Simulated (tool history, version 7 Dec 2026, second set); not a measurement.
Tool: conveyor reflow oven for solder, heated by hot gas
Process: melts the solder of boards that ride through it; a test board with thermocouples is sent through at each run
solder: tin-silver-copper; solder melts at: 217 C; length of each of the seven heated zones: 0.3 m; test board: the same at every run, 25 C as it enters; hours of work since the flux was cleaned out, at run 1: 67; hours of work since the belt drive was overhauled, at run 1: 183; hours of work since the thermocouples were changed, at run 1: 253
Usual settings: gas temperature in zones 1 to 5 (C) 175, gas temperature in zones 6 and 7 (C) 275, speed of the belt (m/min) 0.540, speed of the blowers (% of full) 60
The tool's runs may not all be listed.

run	hour	gas temperature in zones 1 to 5 (C)	gas temperature in zones 6 and 7 (C)	speed of the belt (m/min)	speed of the blowers (% of full)	hours of work since the flux was cleaned out	hours of work since the belt drive was overhauled	hours of work since the thermocouples were changed	highest temperature of the board (C)	time above the solder's melting point (s)
1	0.0	175	275	0.540	60	67	183	253	253.6	50.1
2	11.7	177	275	0.540	60	76	192	262	254.3	51.1
3	20.3	175	275	0.540	60	82	198	268	253.8	50.2
4	30.5	175	275	0.540	60	90	205	275	253.8	50.0
5	40.8	175	275	0.540	60	97	213	283	253.9	50.5
6	53.5	186	275	0.540	60	106	222	292	255.9	55.8
7	67.9	175	275	0.540	60	117	233	303	253.8	50.1
8	75.6	178	275	0.540	60	123	238	308	254.2	51.8
9	89.0	162	275	0.540	60	132	248	318	250.9	44.3
10	103.4	162	275	0.540	89	143	259	329	260.5	52.2
11	115.2	175	275	0.540	82	152	267	337	260.8	55.2
12	121.6	184	275	0.540	63	156	272	342	256.8	55.1
13	133.7	184	275	0.432	85	165	281	351	268.0	77.2
14	140.8	184	275	0.432	85	170	286	356	267.9	76.9
15	150.4	162	275	0.432	82	177	293	363	265.5	68.9
16	157.8	177	275	0.433	72	183	299	369	264.9	73.1
17	167.5	177	271	0.433	65	190	306	376	259.5	69.6

Forecast each of these 5 alternatives for the next run:
A	181.8	171	275	0.540	75	200	316	386	?	?
B	181.8	175	276	0.540	60	200	316	386	?	?
C	181.8	188	275	0.540	61	200	316	386	?	?
D	181.8	175	280	0.540	60	200	316	386	?	?
E	181.8	163	271	0.433	65	200	316	386	?	?

run	highest temperature of the board (C)	time above the solder's melting point (s)
A	258.1	52.7
B	254.5	50.5
C	256.9	56.8
D	257.7	52.7
E	257.7	63.2
Without the tool's hidden state the same runs would have given:
run	highest temperature of the board (C)	time above the solder's melting point (s)
A	258.2	52.6
B	254.5	50.4
C	256.8	56.5
D	257.7	52.5
E	257.6	62.8

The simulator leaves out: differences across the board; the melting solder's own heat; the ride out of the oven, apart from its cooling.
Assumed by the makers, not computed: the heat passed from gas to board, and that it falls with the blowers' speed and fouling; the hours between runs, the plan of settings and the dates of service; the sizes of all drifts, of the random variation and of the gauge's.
